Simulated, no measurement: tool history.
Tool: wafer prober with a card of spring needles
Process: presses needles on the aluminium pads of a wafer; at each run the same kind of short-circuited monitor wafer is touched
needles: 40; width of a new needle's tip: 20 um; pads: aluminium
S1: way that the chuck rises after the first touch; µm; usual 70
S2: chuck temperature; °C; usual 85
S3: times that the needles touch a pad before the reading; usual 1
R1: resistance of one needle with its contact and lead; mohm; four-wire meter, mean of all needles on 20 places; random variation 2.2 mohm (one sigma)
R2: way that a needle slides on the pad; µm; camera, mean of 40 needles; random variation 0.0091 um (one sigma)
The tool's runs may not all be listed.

{"run": 1, "day": 0.0, "S1": 70, "S2": 85, "S3": 1, "R1": 338, "R2": 12.856}
{"day": 0.321, "done": "tips cleaned on abrasive film"}
{"day": 0.75, "done": "tips cleaned on abrasive film"}
{"day": 1.288, "done": "tips cleaned on abrasive film"}
{"day": 1.717, "done": "tips cleaned on abrasive film"}
{"run": 2, "day": 2.042, "S1": 70, "S2": 85, "S3": 1, "R1": 387, "R2": 12.819}
{"day": 2.154, "done": "tips cleaned on abrasive film"}
{"day": 2.379, "done": "height of the first contact set anew"}
{"day": 2.7, "done": "tips cleaned on abrasive film"}
{"day": 3.129, "done": "tips cleaned on abrasive film"}
{"run": 3, "day": 3.142, "S1": 70, "S2": 88, "S3": 1, "R1": 271, "R2": 12.937}
{"day": 3.571, "done": "tips cleaned on abrasive film"}
{"day": 4.104, "done": "tips cleaned on abrasive film"}
{"day": 4.638, "done": "tips cleaned on abrasive film"}
{"day": 5.067, "done": "tips cleaned on abrasive film"}
{"day": 5.392, "done": "tips cleaned on abrasive film, once more"}
{"run": 4, "day": 5.608, "S1": 70, "S2": 88, "S3": 1, "R1": 342, "R2": 12.887}
{"day": 5.825, "done": "tips cleaned on abrasive film"}
{"day": 6.358, "done": "tips cleaned on abrasive film"}
{"day": 6.788, "done": "tips cleaned on abrasive film"}
{"day": 7.217, "done": "tips cleaned on abrasive film"}
{"day": 7.75, "done": "tips cleaned on abrasive film"}
{"run": 5, "day": 7.971, "S1": 70, "S2": 88, "S3": 1, "R1": 358, "R2": 12.849}
{"day": 8.188, "done": "tips cleaned on abrasive film"}
{"day": 8.521, "done": "height of the first contact set anew"}
{"day": 8.738, "done": "tips cleaned on abrasive film"}
{"day": 9.271, "done": "tips cleaned on abrasive film"}
{"run": 6, "day": 9.383, "S1": 70, "S2": 85, "S3": 1, "R1": 320, "R2": 12.939}
{"day": 9.704, "done": "tips cleaned on abrasive film"}
{"day": 10.133, "done": "tips cleaned on abrasive film"}
{"day": 10.662, "done": "tips cleaned on abrasive film"}
{"day": 11.092, "done": "tips cleaned on abrasive film"}
{"day": 11.625, "done": "tips cleaned on abrasive film"}
{"run": 7, "day": 11.625, "S1": 70, "S2": 85, "S3": 1, "R1": 261, "R2": 12.906}
{"day": 12.158, "done": "tips cleaned on abrasive film"}
{"day": 12.692, "done": "tips cleaned on abrasive film"}
{"day": 13.121, "done": "tips cleaned on abrasive film"}
{"day": 13.654, "done": "tips cleaned on abrasive film"}
{"run": 8, "day": 13.942, "S1": 70, "S2": 85, "S3": 2, "R1": 323, "R2": 12.862}
{"day": 14.158, "done": "tips cleaned on abrasive film"}
{"day": 14.596, "done": "height of the first contact set anew"}
{"day": 14.708, "done": "tips cleaned on abrasive film"}
{"day": 15.138, "done": "tips cleaned on abrasive film"}
{"day": 15.562, "done": "tips cleaned on abrasive film"}
{"day": 15.992, "done": "tips cleaned on abrasive film"}
{"run": 9, "day": 16.104, "S1": 70, "S2": 85, "S3": 2, "R1": 297, "R2": 12.926}
{"day": 16.429, "done": "tips cleaned on abrasive film"}
{"day": 16.962, "done": "tips cleaned on abrasive film"}
{"run": 10, "day": 17.321, "S1": 70, "S2": 85, "S3": 2, "R1": 341, "R2": 12.894}
{"day": 17.433, "done": "tips cleaned on abrasive film"}
{"day": 17.858, "done": "tips cleaned on abrasive film"}
{"day": 18.288, "done": "tips cleaned on abrasive film"}
{"day": 18.825, "done": "tips cleaned on abrasive film"}
{"run": 11, "day": 18.892, "S1": 70, "S2": 85, "S3": 2, "R1": 287, "R2": 12.854}
{"day": 19.321, "done": "tips cleaned on abrasive film"}
{"day": 19.75, "done": "tips cleaned on abrasive film"}
{"day": 20.179, "done": "tips cleaned on abrasive film"}
{"run": 12, "day": 20.229, "S1": 70, "S2": 85, "S3": 2, "R1": 276, "R2": 12.826}
{"day": 20.658, "done": "tips cleaned on abrasive film"}
{"day": 20.671, "done": "height of the first contact set anew"}
{"day": 21.204, "done": "tips cleaned on abrasive film"}
{"day": 21.742, "done": "tips cleaned on abrasive film"}
{"day": 22.171, "done": "tips cleaned on abrasive film"}
{"day": 22.6, "done": "tips cleaned on abrasive film"}
{"run": 13, "day": 22.754, "S1": 70, "S2": 85, "S3": 2, "R1": 302, "R2": 12.898}

The next listed run, before its measurement:
{"day": 23.075, "done": "tips cleaned on abrasive film"}
{"day": 23.612, "done": "tips cleaned on abrasive film"}
{"day": 24.042, "done": "tips cleaned on abrasive film"}
{"run": 14, "day": 24.067, "S1": 70, "S2": 85, "S3": 2, "R1": "?", "R2": "?"}

Run 14 gave R1 268 mohm, R2 12.871 µm.
Without the tool's hidden state the same run would have given R1 248 mohm, R2 12.942 µm.

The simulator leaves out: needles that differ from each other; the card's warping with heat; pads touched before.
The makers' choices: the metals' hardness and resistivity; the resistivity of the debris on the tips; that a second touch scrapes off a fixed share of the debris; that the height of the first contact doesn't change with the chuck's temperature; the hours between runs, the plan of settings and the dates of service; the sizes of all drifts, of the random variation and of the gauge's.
